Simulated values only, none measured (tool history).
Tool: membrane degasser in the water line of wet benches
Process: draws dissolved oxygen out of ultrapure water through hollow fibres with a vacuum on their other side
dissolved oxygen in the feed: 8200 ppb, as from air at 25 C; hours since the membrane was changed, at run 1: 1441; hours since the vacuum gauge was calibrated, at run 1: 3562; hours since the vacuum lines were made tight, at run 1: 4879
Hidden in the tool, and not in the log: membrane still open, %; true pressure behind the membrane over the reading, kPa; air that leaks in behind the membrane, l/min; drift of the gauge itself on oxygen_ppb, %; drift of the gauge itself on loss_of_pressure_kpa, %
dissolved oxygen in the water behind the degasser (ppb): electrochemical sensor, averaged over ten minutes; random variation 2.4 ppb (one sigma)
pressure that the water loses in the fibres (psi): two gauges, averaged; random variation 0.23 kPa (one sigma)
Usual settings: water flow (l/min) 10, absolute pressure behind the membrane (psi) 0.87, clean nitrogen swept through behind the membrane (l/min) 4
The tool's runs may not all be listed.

run	hour	water flow (l/min)	absolute pressure behind the membrane (psi)	clean nitrogen swept through behind the membrane (l/min)	hours since the membrane was changed	hours since the vacuum gauge was calibrated	hours since the vacuum lines were made tight	dissolved oxygen in the water behind the degasser (ppb)	pressure that the water loses in the fibres (psi)
1	0	10	0.87	4	1441	3562	4879	253	8.599
2	67.9	10	0.87	4	1508	3630	4947	251.9	8.617
3	152.1	6	0.87	4	1593	3714	5031	110	5.195
4	244.6	6	0.87	4	1685	3807	5123	110.7	5.147
# hour 249.4: vacuum gauge calibrated
5	304.4	10	0.87	2.61	1744	55	5183	262.4	8.663
6	358.1	10	0.87	2.61	1798	109	5236	268.9	8.631
# hour 405: vacuum gauge calibrated, once more
7	435.6	10	0.87	3.4	1875	31	5313	255.4	8.627
8	514	10	0.87	3.4	1954	109	5392	254.5	8.683
9	582.7	10	0.87	3.4	2022	178	5461	254	8.702
10	683.2	6	1.076	1.74	2123	278	5561	133.1	5.249
11	738.8	6	1.076	1.74	2178	334	5617	135.6	5.191
12	810.6	6	1.076	1.74	2250	406	5688	135.1	5.204

Forecast each of these 3 alternatives for the next run:
A	875.8	7	0.863	1.74	2315	471	5754	?	?
B	875.8	10	1.861	4	2315	471	5754	?	?
C	875.8	6	1.076	8.08	2315	471	5754	?	?

run	dissolved oxygen in the water behind the degasser (ppb)	pressure that the water loses in the fibres (psi)
A	161.2	6.068
B	294.4	8.757
C	108.7	5.217
Without the tool's hidden state the same runs would have given:
run	dissolved oxygen in the water behind the degasser (ppb)	pressure that the water loses in the fibres (psi)
A	148.5	5.942
B	275.3	8.575
C	99.2	5.107
